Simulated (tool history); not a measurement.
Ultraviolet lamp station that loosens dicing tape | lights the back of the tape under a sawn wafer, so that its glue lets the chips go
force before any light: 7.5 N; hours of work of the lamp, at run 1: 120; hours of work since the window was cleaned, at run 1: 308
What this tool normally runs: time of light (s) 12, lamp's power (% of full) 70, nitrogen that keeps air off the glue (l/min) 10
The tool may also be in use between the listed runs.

run   hour  time of light (s)  lamp's power (% of full)  nitrogen that keeps air off the glue (l/min)  hours of work of the lamp  hours of work since the window was cleaned  force that peels the tape off (N)  light that reached the tape (J/m2)
  1      0                 12                        70                                            10                        120                                         308                              0.702                                2020
  2   11.2                 12                        70                                            10                        126                                         314                               0.72                                2030
  3   24.6                 12                        70                                            10                        132                                         321                              0.734                                1990
  4   48.7                 12                        70                                            10                        145                                         333                              0.741                                2010
  5   63.3                 12                        70                                            10                        152                                         341                              0.741                                1940
  6   81.7                 12                        68                                            10                        162                                         350                               0.76                                1900
  7   99.1                 12                        68                                            10                        171                                         359                              0.818                                1920
  8  116.6                 12                        68                                            10                        179                                         368                               0.81                                1830
     118.5  -- window cleaned of glue's vapour
  9  130.7                 12                        68                                            10                        186                                           6                              0.891                                1800
 10  151.3                 12                        68                                            10                        197                                          17                               0.89                                1760
     169.2  -- window cleaned of glue's vapour, once more
 11  179.1                 12                        68                                            10                        211                                           5                              0.722                                2020
 12  201.8                 12                        68                                            10                        222                                          17                              0.715                                2030
 13  228.1                 12                        68                                            10                        236                                          30                              0.699                                1950
 14    252                 12                        68                                            10                        248                                          42                              0.707                                1980
 15  265.4                 12                        70                                             3                        255                                          49                              1.269                                2040
 16  280.5                 14                        70                                             5                        263                                          57                              0.719                                2380
 17  307.5                 12                        93                                            10                        276                                          71                              0.405                                2760
 18  325.8                 22                        61                                             6                        286                                          80                              0.352                                3230
 19  340.2                 22                        61                                             6                        293                                          87                              0.365                                3240
 20    362                  7                        94                                             6                        304                                          99                              1.394                                1580
 21  385.7                  7                        94                                             6                        316                                         111                              1.393                                1550
 22  409.4                 21                        86                                             5                        329                                         123                              0.234                                4300
 23    423                 21                        86                                             5                        335                                         130                              0.242                                4260
 24  447.3                 21                        86                                             5                        348                                         142                              0.249                                4200
 25  458.5                 21                        96                                             5                        354                                         148                              0.215                                4690
 26    484                 12                        62                                            17                        367                                         161                                0.8                                1750
 27  511.4                 12                        62                                            17                        381                                         175                              0.801                                1730
 28    524                 12                        74                                            17                        387                                         181                              0.568                                2030

Below, some changes in force that peels the tape off (N) between adjacent runs. For each, the amount present without the hidden state too (settings, incoming material, random variation) and the amount remaining for the hidden state with gauge scatter not shared by both compared results:
Hidden state at play: lamp's light, % of a new lamp's; light that the window lets through, % of a clean one's; drift of the gauge itself on peel_n, %; drift of the gauge itself on dose_mj_cm2, %.
Run 10 -> 11: window cleaned of glue's vapour, once more. force that peels the tape off (N) -0.168: hidden state -0.18, all else +0.012.
Run 19 -> 20: time of light (s) 22 -> 7, lamp's power (% of full) 61 -> 94. force that peels the tape off (N) +1.029: hidden state +0.144, all else +0.885.
Run 21 -> 22: time of light (s) 7 -> 21, lamp's power (% of full) 94 -> 86, nitrogen that keeps air off the glue (l/min) 6 -> 5. force that peels the tape off (N) -1.159: hidden state -0.182, all else -0.977.
